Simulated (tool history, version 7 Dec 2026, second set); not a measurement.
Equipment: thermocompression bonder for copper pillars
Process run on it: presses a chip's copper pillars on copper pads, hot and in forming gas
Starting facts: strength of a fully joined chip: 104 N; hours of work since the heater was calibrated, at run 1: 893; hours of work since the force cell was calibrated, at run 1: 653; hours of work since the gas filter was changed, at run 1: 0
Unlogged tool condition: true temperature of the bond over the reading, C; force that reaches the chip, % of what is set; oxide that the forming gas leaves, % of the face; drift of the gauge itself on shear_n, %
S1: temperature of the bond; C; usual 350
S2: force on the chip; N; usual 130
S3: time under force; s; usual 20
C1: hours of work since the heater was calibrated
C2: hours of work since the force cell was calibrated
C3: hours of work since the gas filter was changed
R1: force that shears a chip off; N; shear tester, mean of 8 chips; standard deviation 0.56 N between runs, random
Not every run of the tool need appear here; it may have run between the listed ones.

{"run": 1, "hour": 0.0, "S1": 350, "S2": 130, "S3": 20, "C1": 893, "C2": 653, "C3": 0, "R1": 61.1}
{"run": 2, "hour": 53.5, "S1": 350, "S2": 130, "S3": 20, "C1": 919, "C2": 679, "C3": 26, "R1": 60.0}
{"run": 3, "hour": 80.8, "S1": 350, "S2": 130, "S3": 20, "C1": 932, "C2": 692, "C3": 39, "R1": 59.7}
{"hour": 95.7, "done": "heater calibrated with a thermocouple chip"}
{"run": 4, "hour": 115.9, "S1": 350, "S2": 130, "S3": 20, "C1": 10, "C2": 708, "C3": 55, "R1": 60.2}
{"run": 5, "hour": 164.6, "S1": 350, "S2": 130, "S3": 20, "C1": 33, "C2": 732, "C3": 79, "R1": 59.9}
{"run": 6, "hour": 200.1, "S1": 350, "S2": 132, "S3": 20, "C1": 51, "C2": 749, "C3": 96, "R1": 61.7}
{"run": 7, "hour": 235.5, "S1": 350, "S2": 132, "S3": 20, "C1": 68, "C2": 766, "C3": 113, "R1": 59.8}
{"run": 8, "hour": 293.0, "S1": 350, "S2": 132, "S3": 20, "C1": 95, "C2": 794, "C3": 141, "R1": 59.6}
{"run": 9, "hour": 328.1, "S1": 350, "S2": 130, "S3": 38, "C1": 112, "C2": 811, "C3": 158, "R1": 72.9}
{"hour": 343.2, "done": "forming gas filter changed"}
{"run": 10, "hour": 389.1, "S1": 350, "S2": 109, "S3": 38, "C1": 142, "C2": 840, "C3": 22, "R1": 63.3}
{"run": 11, "hour": 419.7, "S1": 350, "S2": 181, "S3": 20, "C1": 157, "C2": 855, "C3": 37, "R1": 77.0}
{"run": 12, "hour": 449.1, "S1": 350, "S2": 181, "S3": 20, "C1": 171, "C2": 869, "C3": 51, "R1": 77.7}
{"run": 13, "hour": 483.1, "S1": 350, "S2": 85, "S3": 20, "C1": 187, "C2": 886, "C3": 68, "R1": 39.6}
{"run": 14, "hour": 518.3, "S1": 354, "S2": 130, "S3": 20, "C1": 204, "C2": 903, "C3": 85, "R1": 61.5}
{"run": 15, "hour": 549.5, "S1": 354, "S2": 130, "S3": 20, "C1": 219, "C2": 918, "C3": 100, "R1": 60.5}
{"run": 16, "hour": 597.2, "S1": 354, "S2": 130, "S3": 52, "C1": 242, "C2": 941, "C3": 123, "R1": 79.6}
{"run": 17, "hour": 627.5, "S1": 354, "S2": 109, "S3": 52, "C1": 257, "C2": 956, "C3": 138, "R1": 70.7}
{"run": 18, "hour": 666.5, "S1": 376, "S2": 109, "S3": 51, "C1": 276, "C2": 975, "C3": 156, "R1": 80.0}
{"hour": 683.7, "done": "forming gas filter changed"}
{"run": 19, "hour": 717.7, "S1": 376, "S2": 109, "S3": 51, "C1": 300, "C2": 999, "C3": 16, "R1": 78.7}
{"run": 20, "hour": 779.4, "S1": 344, "S2": 109, "S3": 51, "C1": 330, "C2": 1029, "C3": 46, "R1": 65.8}
{"run": 21, "hour": 810.5, "S1": 339, "S2": 130, "S3": 20, "C1": 345, "C2": 1044, "C3": 61, "R1": 55.1}
{"run": 22, "hour": 835.5, "S1": 362, "S2": 178, "S3": 37, "C1": 357, "C2": 1056, "C3": 73, "R1": 89.8}

Run 23 has not been measured yet. What should we expect?
{"run": 23, "hour": 877.7, "S1": 350, "S2": 130, "S3": 26, "C1": 378, "C2": 1076, "C3": 94, "R1": "?"}

Run 23 gave R1 65.3 N.
With no hidden state in the tool, this same run would have given R1 65.6 N.
